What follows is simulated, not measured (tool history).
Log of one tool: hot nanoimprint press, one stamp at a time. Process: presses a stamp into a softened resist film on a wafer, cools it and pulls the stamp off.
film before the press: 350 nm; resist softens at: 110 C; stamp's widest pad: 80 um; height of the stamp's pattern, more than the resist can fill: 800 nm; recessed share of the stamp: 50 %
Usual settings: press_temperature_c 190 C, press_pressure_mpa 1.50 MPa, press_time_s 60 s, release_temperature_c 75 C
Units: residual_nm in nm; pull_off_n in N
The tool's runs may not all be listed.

run   hour  press_temperature_c  press_pressure_mpa  press_time_s  release_temperature_c  residual_nm  pull_off_n
  1    0.0                  190                1.50            60                     75        128.9         220
  2   49.0                  190                1.50            60                     75        129.3         214
  3  108.0                  190                1.50            92                     75        107.2         213
  4  160.2                  190                1.50            60                     75        130.0         218
  5  229.5                  190                1.50            60                     75        130.6         216
  6  299.8                  190                1.50            60                     75        129.8         221
     309.5  -- stamp cleaned and given a new release coat
  7  375.4                  190                1.50            60                     75        130.2         215
  8  444.8                  190                1.50            60                     75        130.8         218
  9  490.4                  190                1.21            46                     75        161.5         209
     512.1  -- plate thermocouple calibrated
 10  538.8                  189                2.10           114                     75         88.4         207
 11  600.0                  189                2.10           114                     75         88.8         215
 12  647.9                  197                1.29            43                     63        116.9         287
 13  705.2                  197                1.29            43                     63        117.8         287
 14  768.5                  181                1.29            30                     63        256.2         278
 15  827.8                  181                1.29            30                     63        256.7         289

5 ways to go on from here, each from the tool as it stands after run 15. What would each give?
  A  868.7                  190                1.50            76                     75            ?           ?
  B  868.7                  179                1.29            50                     73            ?           ?
  C  868.7                  190                1.50            60                     66            ?           ?
  D  868.7                  179                1.50            60                     62            ?           ?
  E  868.7                  195                1.29            71                     63            ?           ?

run  residual_nm  pull_off_n
  A        118.5         214
  B        240.8         222
  C        131.4         286
  D        216.5         295
  E        104.4         301
Without the tool's hidden state the same runs would have given:
run  residual_nm  pull_off_n
  A        116.4         213
  B        236.6         221
  C        129.2         285
  D        212.8         293
  E        102.6         299
